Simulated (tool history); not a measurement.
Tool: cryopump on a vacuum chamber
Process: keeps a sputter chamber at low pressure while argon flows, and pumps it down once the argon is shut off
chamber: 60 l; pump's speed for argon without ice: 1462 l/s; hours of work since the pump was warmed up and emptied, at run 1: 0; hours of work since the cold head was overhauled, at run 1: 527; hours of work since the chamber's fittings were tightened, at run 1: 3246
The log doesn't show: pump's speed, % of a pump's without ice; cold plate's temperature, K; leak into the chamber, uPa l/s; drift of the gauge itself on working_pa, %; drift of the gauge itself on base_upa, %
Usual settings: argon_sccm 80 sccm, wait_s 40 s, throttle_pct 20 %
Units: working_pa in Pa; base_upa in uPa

run   hour  argon_sccm  wait_s  throttle_pct  hours of work since the pump was warmed up and emptied  hours of work since the cold head was overhauled  hours of work since the chamber's fittings were tightened  working_pa  base_upa
  1      0          80      40            20                                                       0                                               527                                                       3246      0.4614      3.49
  2   59.8          80      47            20                                                      37                                               565                                                       3283      0.4647      3.32
  3  129.3          92      47            20                                                      81                                               608                                                       3327      0.5429      3.31
  4  204.3          80      40            20                                                     128                                               655                                                       3374      0.4718      3.71
  5  270.4          80      40            20                                                     169                                               696                                                       3415      0.4762      3.81
  6  338.5          80      33            20                                                     212                                               739                                                       3458      0.4801      4.33
  7  417.7          80      33            20                                                     261                                               789                                                       3507      0.4786      4.36
  8  462.4         132      44            19                                                     289                                               817                                                       3535      0.8433      3.72
  9  547.9          58      69            20                                                     343                                               870                                                       3589      0.3551      3.27
 10  621.4          58      69            20                                                     389                                               916                                                       3635       0.358      3.31
     690.4  -- leaking fittings of the chamber tightened, without venting
 11  691.7          80      62            38                                                     431                                               959                                                          1       0.279      1.67
 12  771.1          43     121            40                                                     481                                              1008                                                         51      0.1468      1.05
 13  822.6          43     121            40                                                     513                                              1041                                                         83      0.1481      1.06

The same runs without the tool's hidden state, with the same run-to-run variation:
run  working_pa  base_upa
  1      0.4603      2.27
  2      0.4615      2.01
  3      0.5359      1.97
  4      0.4625       2.3
  5      0.4638      2.32
  6      0.4645      2.77
  7       0.459      2.73
  8      0.8065      2.05
  9      0.3357      1.44
 10      0.3353       1.4
 11      0.2434      1.56
 12      0.1246       0.9
 13      0.1239      0.89

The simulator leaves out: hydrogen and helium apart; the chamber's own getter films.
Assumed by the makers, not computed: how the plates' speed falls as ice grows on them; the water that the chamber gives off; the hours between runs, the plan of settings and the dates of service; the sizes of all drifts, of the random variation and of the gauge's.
